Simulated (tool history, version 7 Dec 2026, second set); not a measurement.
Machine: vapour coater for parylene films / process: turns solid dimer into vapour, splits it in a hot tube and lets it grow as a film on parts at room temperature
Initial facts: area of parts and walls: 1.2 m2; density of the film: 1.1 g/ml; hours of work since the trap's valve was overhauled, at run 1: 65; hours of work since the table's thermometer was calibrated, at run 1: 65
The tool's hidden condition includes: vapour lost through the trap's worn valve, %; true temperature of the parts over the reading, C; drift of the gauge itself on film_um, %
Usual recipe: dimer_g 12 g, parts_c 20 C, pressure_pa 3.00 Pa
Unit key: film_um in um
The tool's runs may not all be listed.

run,hour,dimer_g,parts_c,pressure_pa,hours of work since the trap's valve was overhauled,hours of work since the table's thermometer was calibrated,film_um
1,0.0,12,20,3.00,65,65,5.08
2,49.4,12,20,3.00,85,85,5.00
3,100.6,12,20,2.01,106,106,5.45
4,138.7,12,27,3.00,121,121,4.23
5,162.7,12,20,3.00,130,130,4.94
6,204.0,12,20,8.17,147,147,3.97
7,241.5,12,14,3.00,162,162,5.65
8,281.8,12,14,3.00,178,178,5.59
9,331.6,12,13,2.03,198,198,6.07
10,362.0,9,19,3.48,211,211,3.53
11,407.3,9,19,3.48,229,229,3.49
12,443.9,12,13,6.11,243,243,4.76

Predict each of these 3 candidate next runs independently; none follows another, all start after run 12:
A,486.5,9,13,3.00,261,261,?
B,486.5,7,20,9.32,261,261,?
C,486.5,12,15,2.25,261,261,?

run,film_um
A,4.15
B,2.15
C,5.59
Had the tool no hidden state, the same runs would have come out as:
run,film_um
A,4.63
B,2.40
C,6.23

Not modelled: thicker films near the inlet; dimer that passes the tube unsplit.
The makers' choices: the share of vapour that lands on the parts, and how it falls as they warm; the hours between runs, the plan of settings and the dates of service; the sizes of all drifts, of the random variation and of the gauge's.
